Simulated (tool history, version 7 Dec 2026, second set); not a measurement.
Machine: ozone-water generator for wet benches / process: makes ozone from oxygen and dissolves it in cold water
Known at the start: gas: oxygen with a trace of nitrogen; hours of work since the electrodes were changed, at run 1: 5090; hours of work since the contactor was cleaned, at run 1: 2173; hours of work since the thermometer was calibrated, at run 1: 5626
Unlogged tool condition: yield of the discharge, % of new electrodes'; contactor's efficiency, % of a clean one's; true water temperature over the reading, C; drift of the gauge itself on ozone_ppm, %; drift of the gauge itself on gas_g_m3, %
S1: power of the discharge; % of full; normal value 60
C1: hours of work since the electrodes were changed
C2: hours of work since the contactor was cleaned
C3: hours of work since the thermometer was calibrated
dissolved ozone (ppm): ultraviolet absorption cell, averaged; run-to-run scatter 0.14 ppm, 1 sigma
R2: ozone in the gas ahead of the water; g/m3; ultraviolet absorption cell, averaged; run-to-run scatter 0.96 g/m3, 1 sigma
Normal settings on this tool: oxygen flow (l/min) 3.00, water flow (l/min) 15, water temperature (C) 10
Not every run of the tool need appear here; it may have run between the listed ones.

{"run": 1, "hour": 0.0, "S1": 60, "oxygen flow (l/min)": 3.0, "water flow (l/min)": 15, "water temperature (C)": 10, "C1": 5090, "C2": 2173, "C3": 5626, "dissolved ozone (ppm)": 16.5, "R2": 164.2}
{"hour": 143.8, "done": "water thermometer calibrated"}
{"run": 2, "hour": 205.1, "S1": 60, "oxygen flow (l/min)": 1.96, "water flow (l/min)": 15, "water temperature (C)": 10, "C1": 5287, "C2": 2371, "C3": 59, "dissolved ozone (ppm)": 15.0, "R2": 205.8}
{"run": 3, "hour": 364.1, "S1": 60, "oxygen flow (l/min)": 1.96, "water flow (l/min)": 15, "water temperature (C)": 10, "C1": 5440, "C2": 2524, "C3": 212, "dissolved ozone (ppm)": 14.9, "R2": 206.7}
{"run": 4, "hour": 511.8, "S1": 43, "oxygen flow (l/min)": 3.0, "water flow (l/min)": 15, "water temperature (C)": 10, "C1": 5583, "C2": 2666, "C3": 354, "dissolved ozone (ppm)": 13.9, "R2": 137.8}
{"run": 5, "hour": 680.2, "S1": 43, "oxygen flow (l/min)": 3.0, "water flow (l/min)": 15, "water temperature (C)": 10, "C1": 5745, "C2": 2828, "C3": 517, "dissolved ozone (ppm)": 13.8, "R2": 139.4}
{"run": 6, "hour": 804.3, "S1": 43, "oxygen flow (l/min)": 3.0, "water flow (l/min)": 15, "water temperature (C)": 10, "C1": 5864, "C2": 2947, "C3": 636, "dissolved ozone (ppm)": 13.8, "R2": 137.7}
{"run": 7, "hour": 1012.8, "S1": 43, "oxygen flow (l/min)": 3.0, "water flow (l/min)": 15, "water temperature (C)": 10, "C1": 6065, "C2": 3148, "C3": 837, "dissolved ozone (ppm)": 13.8, "R2": 139.3}
{"run": 8, "hour": 1190.5, "S1": 43, "oxygen flow (l/min)": 3.0, "water flow (l/min)": 15, "water temperature (C)": 10, "C1": 6236, "C2": 3319, "C3": 1008, "dissolved ozone (ppm)": 14.1, "R2": 136.4}
{"run": 9, "hour": 1324.8, "S1": 43, "oxygen flow (l/min)": 3.0, "water flow (l/min)": 15, "water temperature (C)": 10, "C1": 6365, "C2": 3449, "C3": 1137, "dissolved ozone (ppm)": 14.0, "R2": 138.2}
{"run": 10, "hour": 1447.6, "S1": 43, "oxygen flow (l/min)": 3.0, "water flow (l/min)": 15, "water temperature (C)": 10, "C1": 6484, "C2": 3567, "C3": 1256, "dissolved ozone (ppm)": 13.7, "R2": 135.9}
{"run": 11, "hour": 1626.8, "S1": 60, "oxygen flow (l/min)": 3.0, "water flow (l/min)": 15, "water temperature (C)": 12, "C1": 6656, "C2": 3740, "C3": 1428, "dissolved ozone (ppm)": 16.0, "R2": 161.5}
{"run": 12, "hour": 1741.3, "S1": 60, "oxygen flow (l/min)": 3.0, "water flow (l/min)": 15, "water temperature (C)": 12, "C1": 6767, "C2": 3850, "C3": 1538, "dissolved ozone (ppm)": 16.0, "R2": 163.2}
{"run": 13, "hour": 1912.8, "S1": 60, "oxygen flow (l/min)": 3.0, "water flow (l/min)": 15, "water temperature (C)": 12, "C1": 6932, "C2": 4015, "C3": 1703, "dissolved ozone (ppm)": 16.5, "R2": 163.6}
{"run": 14, "hour": 2096.0, "S1": 60, "oxygen flow (l/min)": 3.0, "water flow (l/min)": 15, "water temperature (C)": 10, "C1": 7108, "C2": 4191, "C3": 1880, "dissolved ozone (ppm)": 16.2, "R2": 160.5}
{"run": 15, "hour": 2285.3, "S1": 60, "oxygen flow (l/min)": 3.0, "water flow (l/min)": 15, "water temperature (C)": 10, "C1": 7290, "C2": 4374, "C3": 2062, "dissolved ozone (ppm)": 16.2, "R2": 159.2}
{"run": 16, "hour": 2393.8, "S1": 60, "oxygen flow (l/min)": 3.0, "water flow (l/min)": 15, "water temperature (C)": 13, "C1": 7395, "C2": 4478, "C3": 2167, "dissolved ozone (ppm)": 15.8, "R2": 161.7}
{"run": 17, "hour": 2602.4, "S1": 47, "oxygen flow (l/min)": 3.0, "water flow (l/min)": 10, "water temperature (C)": 10, "C1": 7596, "C2": 4679, "C3": 2368, "dissolved ozone (ppm)": 20.9, "R2": 141.4}
{"run": 18, "hour": 2776.0, "S1": 47, "oxygen flow (l/min)": 3.0, "water flow (l/min)": 10, "water temperature (C)": 10, "C1": 7763, "C2": 4846, "C3": 2535, "dissolved ozone (ppm)": 20.8, "R2": 144.0}
{"run": 19, "hour": 2885.3, "S1": 60, "oxygen flow (l/min)": 2.84, "water flow (l/min)": 15, "water temperature (C)": 13, "C1": 7868, "C2": 4951, "C3": 2640, "dissolved ozone (ppm)": 15.6, "R2": 164.8}
{"hour": 2966.1, "done": "contactor cleaned"}
{"run": 20, "hour": 3056.2, "S1": 60, "oxygen flow (l/min)": 2.84, "water flow (l/min)": 15, "water temperature (C)": 13, "C1": 8029, "C2": 87, "C3": 2801, "dissolved ozone (ppm)": 15.9, "R2": 165.1}
{"run": 21, "hour": 3225.4, "S1": 60, "oxygen flow (l/min)": 3.76, "water flow (l/min)": 15, "water temperature (C)": 8, "C1": 8192, "C2": 250, "C3": 2964, "dissolved ozone (ppm)": 17.2, "R2": 143.2}
{"run": 22, "hour": 3328.5, "S1": 86, "oxygen flow (l/min)": 4.53, "water flow (l/min)": 21, "water temperature (C)": 12, "C1": 8291, "C2": 349, "C3": 3063, "dissolved ozone (ppm)": 14.5, "R2": 154.9}
{"run": 23, "hour": 3419.4, "S1": 55, "oxygen flow (l/min)": 3.0, "water flow (l/min)": 12, "water temperature (C)": 6, "C1": 8379, "C2": 436, "C3": 3150, "dissolved ozone (ppm)": 20.4, "R2": 154.8}
{"run": 24, "hour": 3609.9, "S1": 52, "oxygen flow (l/min)": 5.25, "water flow (l/min)": 18, "water temperature (C)": 10, "C1": 8562, "C2": 620, "C3": 3334, "dissolved ozone (ppm)": 13.7, "R2": 112.3}
{"run": 25, "hour": 3742.6, "S1": 52, "oxygen flow (l/min)": 1.65, "water flow (l/min)": 18, "water temperature (C)": 8, "C1": 8690, "C2": 748, "C3": 3462, "dissolved ozone (ppm)": 11.2, "R2": 203.3}
{"run": 26, "hour": 3827.8, "S1": 70, "oxygen flow (l/min)": 3.33, "water flow (l/min)": 18, "water temperature (C)": 16, "C1": 8772, "C2": 830, "C3": 3544, "dissolved ozone (ppm)": 14.0, "R2": 164.0}
{"run": 27, "hour": 3979.3, "S1": 70, "oxygen flow (l/min)": 3.33, "water flow (l/min)": 18, "water temperature (C)": 16, "C1": 8918, "C2": 976, "C3": 3690, "dissolved ozone (ppm)": 14.0, "R2": 164.4}
{"run": 28, "hour": 4091.8, "S1": 75, "oxygen flow (l/min)": 2.9, "water flow (l/min)": 20, "water temperature (C)": 6, "C1": 9026, "C2": 1084, "C3": 3798, "dissolved ozone (ppm)": 14.1, "R2": 183.7}
{"run": 29, "hour": 4187.3, "S1": 75, "oxygen flow (l/min)": 2.9, "water flow (l/min)": 20, "water temperature (C)": 6, "C1": 9118, "C2": 1176, "C3": 3890, "dissolved ozone (ppm)": 14.0, "R2": 182.6}
{"run": 30, "hour": 4374.6, "S1": 55, "oxygen flow (l/min)": 3.0, "water flow (l/min)": 15, "water temperature (C)": 6, "C1": 9299, "C2": 1356, "C3": 4070, "dissolved ozone (ppm)": 16.2, "R2": 152.3}
{"run": 31, "hour": 4527.2, "S1": 76, "oxygen flow (l/min)": 4.27, "water flow (l/min)": 23, "water temperature (C)": 5, "C1": 9445, "C2": 1503, "C3": 4217, "dissolved ozone (ppm)": 13.4, "R2": 148.8}
{"run": 32, "hour": 4687.9, "S1": 76, "oxygen flow (l/min)": 4.27, "water flow (l/min)": 23, "water temperature (C)": 5, "C1": 9600, "C2": 1658, "C3": 4372, "dissolved ozone (ppm)": 12.9, "R2": 150.2}

Forecast each of these 3 alternatives for the next run:
{"run": "A", "hour": 4861.7, "S1": 60, "oxygen flow (l/min)": 3.0, "water flow (l/min)": 15, "water temperature (C)": 9, "C1": 9768, "C2": 1825, "C3": 4539, "dissolved ozone (ppm)": "?", "R2": "?"}
{"run": "B", "hour": 4861.7, "S1": 76, "oxygen flow (l/min)": 1.96, "water flow (l/min)": 23, "water temperature (C)": 7, "C1": 9768, "C2": 1825, "C3": 4539, "dissolved ozone (ppm)": "?", "R2": "?"}
{"run": "C", "hour": 4861.7, "S1": 60, "oxygen flow (l/min)": 1.55, "water flow (l/min)": 22, "water temperature (C)": 9, "C1": 9768, "C2": 1825, "C3": 4539, "dissolved ozone (ppm)": "?", "R2": "?"}

run=A dissolved_ozone_(ppm)=16.8 R2=161.4
run=B dissolved_ozone_(ppm)=10.7 R2=227.7
run=C dissolved_ozone_(ppm)=9.1 R2=226.8
Stripped of hidden state, with their random variation kept, the same runs would have yielded:
run=A dissolved_ozone_(ppm)=16.8 R2=165.8
run=B dissolved_ozone_(ppm)=10.7 R2=234.1
run=C dissolved_ozone_(ppm)=9.1 R2=233.0

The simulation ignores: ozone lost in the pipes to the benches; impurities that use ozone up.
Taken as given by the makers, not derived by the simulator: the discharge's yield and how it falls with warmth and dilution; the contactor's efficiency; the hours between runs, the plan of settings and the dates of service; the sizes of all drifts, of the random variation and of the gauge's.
